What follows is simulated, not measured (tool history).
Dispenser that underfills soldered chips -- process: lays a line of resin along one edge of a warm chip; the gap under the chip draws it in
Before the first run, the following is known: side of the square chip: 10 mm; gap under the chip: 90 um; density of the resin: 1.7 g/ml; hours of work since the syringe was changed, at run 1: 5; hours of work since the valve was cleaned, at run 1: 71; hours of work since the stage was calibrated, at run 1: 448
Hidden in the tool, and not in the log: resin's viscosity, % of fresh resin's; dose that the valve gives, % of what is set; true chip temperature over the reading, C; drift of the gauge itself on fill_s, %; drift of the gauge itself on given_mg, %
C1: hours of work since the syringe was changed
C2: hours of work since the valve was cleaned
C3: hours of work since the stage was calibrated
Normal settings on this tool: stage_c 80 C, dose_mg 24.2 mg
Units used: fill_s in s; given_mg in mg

run 1 hour=0.0 | stage_c=80 dose_mg=24.2 | C1=5 C2=71 C3=448 | fill_s=56.2 given_mg=22.87
-- hour=1.5 new syringe of resin
-- hour=6.4 dispensing valve cleaned and set on the balance
-- hour=11.5 new syringe of resin
run 2 hour=11.5 | stage_c=80 dose_mg=24.2 | C1=0 C2=4 C3=455 | fill_s=40.1 given_mg=24.11
-- hour=21.0 new syringe of resin
run 3 hour=21.0 | stage_c=80 dose_mg=24.2 | C1=0 C2=11 C3=462 | fill_s=39.9 given_mg=23.96
-- hour=29.9 new syringe of resin
run 4 hour=34.7 | stage_c=76 dose_mg=24.2 | C1=4 C2=21 C3=472 | fill_s=59.5 given_mg=23.73
-- hour=39.2 new syringe of resin
-- hour=47.6 new syringe of resin
run 5 hour=47.6 | stage_c=88 dose_mg=24.2 | C1=0 C2=30 C3=481 | fill_s=27.1 given_mg=23.62
-- hour=56.1 new syringe of resin
run 6 hour=57.1 | stage_c=88 dose_mg=24.2 | C1=1 C2=37 C3=488 | fill_s=28.9 given_mg=23.56
-- hour=65.4 new syringe of resin
-- hour=74.5 new syringe of resin
run 7 hour=74.5 | stage_c=80 dose_mg=24.2 | C1=0 C2=49 C3=501 | fill_s=39.4 given_mg=23.20
run 8 hour=81.4 | stage_c=80 dose_mg=24.2 | C1=5 C2=54 C3=506 | fill_s=53.9 given_mg=23.06
-- hour=84.0 new syringe of resin
-- hour=93.5 new syringe of resin
run 9 hour=98.8 | stage_c=80 dose_mg=24.2 | C1=4 C2=67 C3=519 | fill_s=49.8 given_mg=22.88
-- hour=102.3 new syringe of resin
-- hour=110.4 dispensing valve cleaned and set on the balance
run 10 hour=110.9 | stage_c=80 dose_mg=24.2 | C1=6 C2=0 C3=527 | fill_s=54.7 given_mg=24.17
-- hour=112.0 new syringe of resin
-- hour=121.9 new syringe of resin
run 11 hour=122.0 | stage_c=80 dose_mg=24.2 | C1=0 C2=8 C3=534 | fill_s=39.6 given_mg=24.09
-- hour=130.6 new syringe of resin
run 12 hour=132.2 | stage_c=67 dose_mg=24.2 | C1=1 C2=16 C3=542 | fill_s=80.1 given_mg=23.97
-- hour=140.4 new syringe of resin
run 13 hour=146.8 | stage_c=80 dose_mg=28.7 | C1=5 C2=26 C3=553 | fill_s=51.3 given_mg=28.03
-- hour=149.8 new syringe of resin
run 14 hour=156.0 | stage_c=80 dose_mg=24.2 | C1=5 C2=33 C3=559 | fill_s=53.2 given_mg=23.52
-- hour=159.1 new syringe of resin
-- hour=168.0 new syringe of resin
run 15 hour=168.0 | stage_c=80 dose_mg=23.6 | C1=0 C2=42 C3=568 | fill_s=38.9 given_mg=22.82
run 16 hour=175.4 | stage_c=80 dose_mg=23.6 | C1=6 C2=47 C3=573 | fill_s=53.9 given_mg=22.62
-- hour=177.0 new syringe of resin
-- hour=185.5 new syringe of resin
run 17 hour=192.6 | stage_c=79 dose_mg=24.2 | C1=5 C2=60 C3=586 | fill_s=55.8 given_mg=22.90
-- hour=194.2 new syringe of resin
-- hour=203.0 new syringe of resin
run 18 hour=203.5 | stage_c=79 dose_mg=24.2 | C1=0 C2=67 C3=594 | fill_s=42.1 given_mg=22.76
-- hour=211.5 new syringe of resin
-- hour=214.9 dispensing valve cleaned and set on the balance
-- hour=221.5 new syringe of resin
run 19 hour=222.1 | stage_c=79 dose_mg=24.2 | C1=0 C2=5 C3=606 | fill_s=43.0 given_mg=24.11
-- hour=230.6 new syringe of resin
run 20 hour=230.8 | stage_c=79 dose_mg=24.2 | C1=0 C2=11 C3=613 | fill_s=41.3 given_mg=23.97
-- hour=240.1 new syringe of resin
run 21 hour=243.9 | stage_c=79 dose_mg=24.2 | C1=3 C2=21 C3=622 | fill_s=49.1 given_mg=23.66
-- hour=248.8 new syringe of resin
-- hour=257.9 new syringe of resin
run 22 hour=260.3 | stage_c=65 dose_mg=24.8 | C1=2 C2=33 C3=634 | fill_s=91.9 given_mg=24.19
-- hour=266.8 new syringe of resin
run 23 hour=269.0 | stage_c=65 dose_mg=24.8 | C1=2 C2=39 C3=640 | fill_s=90.4 given_mg=23.97
-- hour=275.4 new syringe of resin
run 24 hour=282.1 | stage_c=65 dose_mg=24.8 | C1=5 C2=49 C3=650 | fill_s=109.4 given_mg=23.55
-- hour=284.8 new syringe of resin
-- hour=293.3 new syringe of resin
run 25 hour=293.9 | stage_c=65 dose_mg=24.8 | C1=0 C2=57 C3=658 | fill_s=85.9 given_mg=23.58
-- hour=303.1 new syringe of resin
run 26 hour=303.9 | stage_c=89 dose_mg=24.3 | C1=1 C2=64 C3=666 | fill_s=27.0 given_mg=22.93
-- hour=312.6 new syringe of resin
-- hour=318.9 dispensing valve cleaned and set on the balance
-- hour=322.2 new syringe of resin
run 27 hour=322.2 | stage_c=87 dose_mg=24.2 | C1=0 C2=2 C3=678 | fill_s=28.0 given_mg=24.25
run 28 hour=329.4 | stage_c=86 dose_mg=24.2 | C1=5 C2=8 C3=684 | fill_s=39.8 given_mg=24.08
-- hour=331.1 new syringe of resin
-- hour=340.1 new syringe of resin
run 29 hour=342.6 | stage_c=91 dose_mg=22.2 | C1=2 C2=17 C3=693 | fill_s=26.8 given_mg=21.92
-- hour=349.3 new syringe of resin
run 30 hour=355.8 | stage_c=87 dose_mg=30.9 | C1=5 C2=27 C3=703 | fill_s=37.1 given_mg=30.17
-- hour=358.2 new syringe of resin
run 31 hour=363.5 | stage_c=70 dose_mg=31.2 | C1=4 C2=32 C3=708 | fill_s=75.2 given_mg=30.35
-- hour=367.4 new syringe of resin
-- hour=376.9 new syringe of resin
run 32 hour=380.0 | stage_c=82 dose_mg=22.7 | C1=2 C2=44 C3=720 | fill_s=40.3 given_mg=21.94
-- hour=386.4 new syringe of resin
run 33 hour=394.4 | stage_c=82 dose_mg=22.7 | C1=6 C2=55 C3=731 | fill_s=51.4 given_mg=21.45

4 ways to go on from here, each from the tool as it stands after run 33. What would each give?
-- hour=395.8 new syringe of resin
-- hour=404.5 new syringe of resin
run A hour=407.4 | stage_c=90 dose_mg=30.8 | C1=2 C2=64 C3=740 | fill_s=? given_mg=?
-- hour=395.8 new syringe of resin
-- hour=404.5 new syringe of resin
run B hour=407.4 | stage_c=88 dose_mg=25.2 | C1=2 C2=64 C3=740 | fill_s=? given_mg=?
-- hour=395.8 new syringe of resin
-- hour=404.5 new syringe of resin
run C hour=407.4 | stage_c=94 dose_mg=22.3 | C1=2 C2=64 C3=740 | fill_s=? given_mg=?
-- hour=395.8 new syringe of resin
-- hour=404.5 new syringe of resin
run D hour=407.4 | stage_c=87 dose_mg=22.7 | C1=2 C2=64 C3=740 | fill_s=? given_mg=?

run=A fill_s=27.4 given_mg=29.25
run=B fill_s=29.9 given_mg=23.90
run=C fill_s=23.6 given_mg=21.08
run=D fill_s=32.5 given_mg=21.49
Without the tool's hidden state the same runs would have given:
run=A fill_s=26.6 given_mg=30.92
run=B fill_s=29.0 given_mg=25.26
run=C fill_s=22.6 given_mg=22.27
run=D fill_s=31.4 given_mg=22.71

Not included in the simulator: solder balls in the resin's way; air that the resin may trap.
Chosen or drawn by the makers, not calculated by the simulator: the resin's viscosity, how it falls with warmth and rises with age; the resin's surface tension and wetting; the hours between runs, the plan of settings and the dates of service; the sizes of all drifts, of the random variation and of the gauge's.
